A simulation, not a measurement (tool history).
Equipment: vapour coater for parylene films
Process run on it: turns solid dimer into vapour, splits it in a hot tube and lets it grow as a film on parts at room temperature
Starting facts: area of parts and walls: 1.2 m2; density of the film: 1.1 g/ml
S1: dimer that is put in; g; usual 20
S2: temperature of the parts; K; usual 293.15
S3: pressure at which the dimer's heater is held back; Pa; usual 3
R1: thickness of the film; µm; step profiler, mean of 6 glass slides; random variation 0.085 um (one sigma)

{"run": 1, "hour": 0.0, "S1": 20, "S2": 293.15, "S3": 3, "R1": 11.16}
{"run": 2, "hour": 30.1, "S1": 20, "S2": 293.15, "S3": 3, "R1": 11.13}
{"run": 3, "hour": 85.3, "S1": 20, "S2": 293.15, "S3": 3, "R1": 10.97}
{"run": 4, "hour": 138.7, "S1": 20, "S2": 293.15, "S3": 3, "R1": 10.88}
{"run": 5, "hour": 184.9, "S1": 20, "S2": 293.15, "S3": 3, "R1": 10.82}
{"hour": 206.5, "done": "trap's valve overhauled"}
{"run": 6, "hour": 249.1, "S1": 20, "S2": 293.15, "S3": 3, "R1": 11.22}
{"run": 7, "hour": 293.0, "S1": 20, "S2": 293.15, "S3": 3, "R1": 11.3}
{"run": 8, "hour": 341.1, "S1": 20, "S2": 303.15, "S3": 3, "R1": 7.09}
{"run": 9, "hour": 399.2, "S1": 20, "S2": 303.15, "S3": 6.3, "R1": 6.16}
{"run": 10, "hour": 452.1, "S1": 20, "S2": 303.15, "S3": 6.3, "R1": 6.04}
{"run": 11, "hour": 482.0, "S1": 20, "S2": 303.15, "S3": 6.3, "R1": 6.04}
{"run": 12, "hour": 512.3, "S1": 20, "S2": 299.15, "S3": 3, "R1": 8.18}
{"run": 13, "hour": 542.3, "S1": 20, "S2": 299.15, "S3": 3, "R1": 8.17}
{"run": 14, "hour": 586.2, "S1": 35, "S2": 293.15, "S3": 4.82, "R1": 17.16}
{"hour": 632.1, "done": "trap's valve overhauled"}
{"run": 15, "hour": 632.1, "S1": 20, "S2": 297.15, "S3": 3.66, "R1": 9.12}

What will run 16 give?
{"run": 16, "hour": 677.6, "S1": 33, "S2": 293.15, "S3": 3, "R1": "?"}

R1: 18.69 µm
Without the tool's hidden state the same run would have given R1 19.43 µm.
